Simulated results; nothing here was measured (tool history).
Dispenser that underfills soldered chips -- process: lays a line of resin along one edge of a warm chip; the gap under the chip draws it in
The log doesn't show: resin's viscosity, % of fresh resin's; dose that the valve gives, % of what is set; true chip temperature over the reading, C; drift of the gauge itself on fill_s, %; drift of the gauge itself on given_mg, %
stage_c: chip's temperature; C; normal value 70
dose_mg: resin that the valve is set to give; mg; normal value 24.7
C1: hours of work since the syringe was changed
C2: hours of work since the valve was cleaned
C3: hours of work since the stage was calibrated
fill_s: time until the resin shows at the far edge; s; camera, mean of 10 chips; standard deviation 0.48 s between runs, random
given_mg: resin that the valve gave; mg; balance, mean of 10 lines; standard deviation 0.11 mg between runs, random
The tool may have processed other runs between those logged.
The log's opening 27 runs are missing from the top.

Run 28, day 7.162: usual settings but stage_c 72 C, dose_mg 31.9 mg; C1 5; C2 20; C3 278. Result: fill_s 47.5 s, given_mg 31.23 mg.
At day 7.35: new syringe of resin.
Run 29, day 7.483: usual settings but stage_c 72 C, dose_mg 31.9 mg; C1 2; C2 26; C3 283. Result: fill_s 36.9 s, given_mg 31.09 mg.
Run 30, day 7.804: usual settings but stage_c 71 C, dose_mg 31.3 mg; C1 8; C2 31; C3 289. Result: fill_s 55 s, given_mg 30.62 mg.
At day 7.854: new syringe of resin.
Run 31, day 8.067: usual settings but stage_c 68 C; C1 4; C2 35; C3 293. Result: fill_s 50.7 s, given_mg 23.83 mg.
Run 32, day 8.221: usual settings but stage_c 68 C, dose_mg 26.3 mg; C1 6; C2 38; C3 296. Result: fill_s 58.7 s, given_mg 25.22 mg.
At day 8.354: new syringe of resin.
Run 33, day 8.471: usual settings but stage_c 68 C, dose_mg 26.3 mg; C1 2; C2 42; C3 300. Result: fill_s 44.7 s, given_mg 25.42 mg.
Run 34, day 8.746: usual settings but stage_c 78 C, dose_mg 23.5 mg; C1 7; C2 47; C3 304. Result: fill_s 40.1 s, given_mg 22.46 mg.
At day 8.867: new syringe of resin.
Run 35, day 8.954: usual settings but stage_c 78 C, dose_mg 23.5 mg; C1 2; C2 50; C3 308. Result: fill_s 28.2 s, given_mg 22.27 mg.

5 options for the next run, each taken on its own from the tool as it stands now. Forecast them:
Run A, day 9.208: usual settings but stage_c 63 C, dose_mg 23.9 mg; C1 6; C2 54; C3 312. Result: fill_s ?, given_mg ?.
Run B, day 9.208: usual settings but stage_c 76 C, dose_mg 23.6 mg; C1 6; C2 54; C3 312. Result: fill_s ?, given_mg ?.
Run C, day 9.208: usual settings but stage_c 57 C, dose_mg 29.1 mg; C1 6; C2 54; C3 312. Result: fill_s ?, given_mg ?.
Run D, day 9.208: usual settings but stage_c 78 C, dose_mg 28.1 mg; C1 6; C2 54; C3 312. Result: fill_s ?, given_mg ?.
Run E, day 9.208: usual settings but stage_c 78 C, dose_mg 27.6 mg; C1 6; C2 54; C3 312. Result: fill_s ?, given_mg ?.

run  fill_s  given_mg
  A    72.2     22.48
  B    40.9     22.19
  C    92.4     27.64
  D    36.9     26.62
  E    37.6     26.15
With no hidden state in the tool, these same runs would have given:
run  fill_s  given_mg
  A    51.5     23.69
  B    28.9     23.38
  C    66.3     29.13
  D    26.3     28.04
  E    26.7     27.56
